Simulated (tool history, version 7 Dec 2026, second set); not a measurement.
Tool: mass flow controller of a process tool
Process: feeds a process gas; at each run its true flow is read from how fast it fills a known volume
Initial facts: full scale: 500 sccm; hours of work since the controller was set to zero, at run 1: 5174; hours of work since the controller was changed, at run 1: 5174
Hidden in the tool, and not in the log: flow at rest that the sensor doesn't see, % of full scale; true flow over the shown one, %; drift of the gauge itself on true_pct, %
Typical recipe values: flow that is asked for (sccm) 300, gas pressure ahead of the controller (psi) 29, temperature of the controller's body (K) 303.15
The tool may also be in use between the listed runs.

| run | hour | flow that is asked for (sccm) | gas pressure ahead of the controller (psi) | temperature of the controller's body (K) | hours of work since the controller was set to zero | hours of work since the controller was changed | true flow (%) |
|---|---|---|---|---|---|---|---|
| 1 | 0 | 300 | 29 | 303.15 | 5174 | 5174 | 97.92 |
| 2 | 148.5 | 300 | 29 | 303.15 | 5291 | 5291 | 98.05 |
| 3 | 395.7 | 300 | 29 | 303.15 | 5486 | 5486 | 97.79 |
|  | 441.7 | controller's zero set anew |
| 4 | 689.3 | 300 | 29 | 303.15 | 196 | 5718 | 97.79 |
| 5 | 913.2 | 300 | 35.8 | 303.15 | 373 | 5895 | 97.59 |
| 6 | 1142.8 | 300 | 29 | 303.15 | 554 | 6076 | 97.59 |
| 7 | 1326.3 | 300 | 29 | 303.15 | 699 | 6221 | 97.71 |
| 8 | 1559.3 | 300 | 33.6 | 303.15 | 883 | 6405 | 97.46 |
| 9 | 1692.7 | 300 | 32.9 | 303.15 | 988 | 6511 | 97.47 |
| 10 | 1929.1 | 300 | 32.9 | 303.15 | 1175 | 6697 | 97.45 |
| 11 | 2109 | 300 | 29 | 303.15 | 1317 | 6840 | 97.48 |
| 12 | 2312.1 | 51 | 34.2 | 303.15 | 1478 | 7000 | 95.53 |
| 13 | 2578.3 | 449 | 29 | 306.15 | 1688 | 7210 | 97.92 |
| 14 | 2792.2 | 449 | 29 | 306.15 | 1857 | 7379 | 97.91 |
| 15 | 3015.8 | 51 | 29 | 298.15 | 2034 | 7556 | 96 |
| 16 | 3141.2 | 93 | 28.4 | 308.15 | 2133 | 7655 | 95.19 |
| 17 | 3384.9 | 93 | 28.4 | 308.15 | 2325 | 7848 | 95.03 |
| 18 | 3578.7 | 450 | 40.2 | 307.15 | 2479 | 8001 | 97.34 |
| 19 | 3706.8 | 173 | 29 | 303.15 | 2580 | 8102 | 95.89 |
| 20 | 3842.8 | 173 | 29 | 303.15 | 2687 | 8209 | 96 |
| 21 | 4038.9 | 173 | 29 | 303.15 | 2842 | 8364 | 95.91 |

Consider 5 possible next runs. They are alternatives, not a sequence: every one starts from the tool as it was left by run 21. What does each give?
| A | 4188.3 | 270 | 29 | 303.15 | 2960 | 8482 | ? |
| B | 4188.3 | 66 | 21.5 | 303.15 | 2960 | 8482 | ? |
| C | 4188.3 | 173 | 33.9 | 303.15 | 2960 | 8482 | ? |
| D | 4188.3 | 205 | 29 | 303.15 | 2960 | 8482 | ? |
| E | 4188.3 | 419 | 29 | 300.15 | 2960 | 8482 | ? |

| run | true flow (%) |
|---|---|
| A | 96.55 |
| B | 95.45 |
| C | 95.9 |
| D | 96.06 |
| E | 97.87 |
Without the tool's hidden state the same runs would have given:
| run | true flow (%) |
|---|---|
| A | 97.79 |
| B | 96.67 |
| C | 97.13 |
| D | 97.3 |
| E | 99.14 |
